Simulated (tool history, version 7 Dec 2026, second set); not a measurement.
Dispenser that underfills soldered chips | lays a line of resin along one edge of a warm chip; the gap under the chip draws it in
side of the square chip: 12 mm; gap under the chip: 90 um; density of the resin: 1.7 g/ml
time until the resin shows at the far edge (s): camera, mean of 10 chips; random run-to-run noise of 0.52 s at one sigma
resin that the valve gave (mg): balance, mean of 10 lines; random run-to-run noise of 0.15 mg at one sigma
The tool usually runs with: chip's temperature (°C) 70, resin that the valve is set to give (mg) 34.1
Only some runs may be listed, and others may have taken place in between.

run   hour  chip's temperature (°C)  resin that the valve is set to give (mg)  time until the resin shows at the far edge (s)  resin that the valve gave (mg)
  1    0.0                       70                                      34.1                                            62.0                           33.12
  2    5.0                       70                                      34.1                                            77.0                           33.05
       6.1  -- new syringe of resin
  3   10.3                       70                                      34.1                                            54.0                           33.34
  4   13.6                       70                                      34.1                                            64.2                           33.19
      18.9  -- new syringe of resin
  5   19.0                       70                                      29.8                                            45.5                           28.97
  6   22.9                       70                                      29.8                                            54.1                           28.95
  7   26.1                       70                                      29.8                                            63.0                           28.80
  8   30.7                       70                                      30.2                                            82.7                           29.05
      31.6  -- new syringe of resin
  9   35.4                       70                                      30.2                                            56.6                           29.29
 10   40.8                       70                                      34.1                                            70.9                           32.68
      44.2  -- new syringe of resin
 11   44.2                       70                                      34.1                                            45.4                           32.70
 12   47.5                       70                                      34.1                                            50.8                           32.85
 13   52.1                       70                                      34.1                                            65.0                           32.55
 14   56.0                       70                                      34.1                                            80.3                           32.80
      57.0  -- new syringe of resin
 15   61.2                       67                                      34.1                                            64.1                           32.63
 16   64.6                       67                                      34.1                                            76.5                           32.67
 17   67.8                       67                                      32.0                                            91.4                           30.38
      69.6  -- new syringe of resin
 18   72.9                       67                                      32.0                                            63.5                           30.51
 19   75.3                       76                                      40.0                                            44.5                           37.90
 20   79.9                       76                                      40.0                                            53.7                           38.23
      82.2  -- new syringe of resin
 21   84.9                       76                                      40.0                                            38.3                           37.72
 22   87.1                       67                                      31.1                                            67.7                           29.52
 23   91.1                       67                                      31.1                                            83.2                           29.41
      94.7  -- new syringe of resin
 24   95.1                       82                                      30.3                                            27.0                           28.63
 25   99.3                       82                                      30.3                                            32.8                           28.73
 26  102.1                       82                                      30.3                                            37.0                           28.45
     107.2  -- new syringe of resin
 27  107.2                       59                                      44.2                                            78.8                           41.51
 28  112.3                       81                                      29.9                                            36.4                           27.91

Run 29, settings as shown, results not yet in. Your forecast:
 29  117.7                       81                                      29.9                                               ?                               ?

time until the resin shows at the far edge (s): 48.3
resin that the valve gave (mg): 27.89
Were there no unlogged condition in the tool, this run, its random variation unchanged, would have produced time until the resin shows at the far edge (s) 26.3, resin that the valve gave (mg) 29.85.
